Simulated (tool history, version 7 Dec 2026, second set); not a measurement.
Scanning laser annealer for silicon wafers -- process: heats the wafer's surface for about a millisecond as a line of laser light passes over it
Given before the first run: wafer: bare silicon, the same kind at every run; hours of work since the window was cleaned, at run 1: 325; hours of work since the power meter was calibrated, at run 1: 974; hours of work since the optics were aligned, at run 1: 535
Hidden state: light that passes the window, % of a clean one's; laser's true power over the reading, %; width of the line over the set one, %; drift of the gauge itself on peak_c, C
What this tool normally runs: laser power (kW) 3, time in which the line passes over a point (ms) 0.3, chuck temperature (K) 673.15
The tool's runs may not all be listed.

| run | day | laser power (kW) | time in which the line passes over a point (ms) | chuck temperature (K) | hours of work since the window was cleaned | hours of work since the power meter was calibrated | hours of work since the optics were aligned | highest temperature of the surface (K) |
|---|---|---|---|---|---|---|---|---|
| 1 | 0 | 3 | 0.3 | 673.15 | 325 | 974 | 535 | 1453.15 |
| 2 | 2.779 | 3 | 0.3 | 673.15 | 364 | 1013 | 575 | 1449.15 |
| 3 | 5.008 | 2.838 | 0.3 | 673.15 | 395 | 1044 | 606 | 1405.15 |
| 4 | 7.704 | 3.071 | 0.3 | 673.15 | 433 | 1083 | 644 | 1469.15 |
| 5 | 10.208 | 3.071 | 0.3 | 673.15 | 469 | 1118 | 680 | 1464.15 |
|  | 10.988 | window over the wafer cleaned |
| 6 | 12.621 | 3 | 0.3 | 692.15 | 23 | 1151 | 712 | 1477.15 |
| 7 | 14.096 | 2.655 | 0.3 | 673.15 | 44 | 1172 | 733 | 1356.15 |
| 8 | 16.454 | 2.655 | 0.3 | 673.15 | 77 | 1205 | 767 | 1353.15 |
| 9 | 19.375 | 3 | 0.283 | 673.15 | 118 | 1246 | 808 | 1431.15 |
| 10 | 22.258 | 3 | 0.283 | 673.15 | 159 | 1287 | 849 | 1428.15 |
| 11 | 25.217 | 3 | 0.3 | 673.15 | 201 | 1329 | 890 | 1450.15 |
| 12 | 28.308 | 3 | 0.3 | 682.15 | 245 | 1372 | 934 | 1457.15 |
| 13 | 29.958 | 3 | 0.3 | 682.15 | 268 | 1396 | 957 | 1452.15 |
| 14 | 31.683 | 3 | 0.3 | 673.15 | 292 | 1420 | 982 | 1445.15 |
| 15 | 34.896 | 3.297 | 0.3 | 673.15 | 338 | 1466 | 1027 | 1530.15 |
| 16 | 38.475 | 3.131 | 0.3 | 673.15 | 388 | 1516 | 1078 | 1478.15 |
| 17 | 42.004 | 3.131 | 0.3 | 673.15 | 438 | 1566 | 1128 | 1476.15 |
| 18 | 43.954 | 3.263 | 0.3 | 673.15 | 466 | 1594 | 1155 | 1513.15 |
|  | 45.012 | window over the wafer cleaned |
| 19 | 46.729 | 2.636 | 0.321 | 693.15 | 24 | 1632 | 1193 | 1391.15 |
| 20 | 49.392 | 2.636 | 0.321 | 693.15 | 62 | 1669 | 1231 | 1387.15 |
| 21 | 51.317 | 2.704 | 0.3 | 638.15 | 89 | 1696 | 1258 | 1327.15 |
| 22 | 52.938 | 2.704 | 0.3 | 638.15 | 112 | 1719 | 1281 | 1325.15 |
|  | 54.275 | optics aligned, line set to its width |
| 23 | 55.462 | 2.804 | 0.3 | 673.15 | 145 | 1752 | 17 | 1397.15 |
| 24 | 58.762 | 2.804 | 0.3 | 673.15 | 191 | 1799 | 63 | 1395.15 |
| 25 | 60.658 | 2.804 | 0.3 | 673.15 | 218 | 1825 | 90 | 1397.15 |
| 26 | 63.179 | 2.804 | 0.3 | 673.15 | 254 | 1861 | 126 | 1392.15 |
| 27 | 66.362 | 2.804 | 0.3 | 673.15 | 299 | 1906 | 171 | 1391.15 |
| 28 | 69.258 | 2.688 | 0.3 | 697.15 | 340 | 1947 | 212 | 1381.15 |

Alternative continuations, all from the tool just after run 28; predict every row:
| A | 72.521 | 2.561 | 0.354 | 673.15 | 386 | 1993 | 258 | ? |
| B | 72.521 | 2.633 | 0.211 | 709.15 | 386 | 1993 | 258 | ? |
| C | 72.521 | 2.688 | 0.368 | 710.15 | 386 | 1993 | 258 | ? |

| run | highest temperature of the surface (K) |
|---|---|
| A | 1380.15 |
| B | 1252.15 |
| C | 1470.15 |
Without the tool's hidden state the same runs would have given:
| run | highest temperature of the surface (K) |
|---|---|
| A | 1413.15 |
| B | 1277.15 |
| C | 1505.15 |
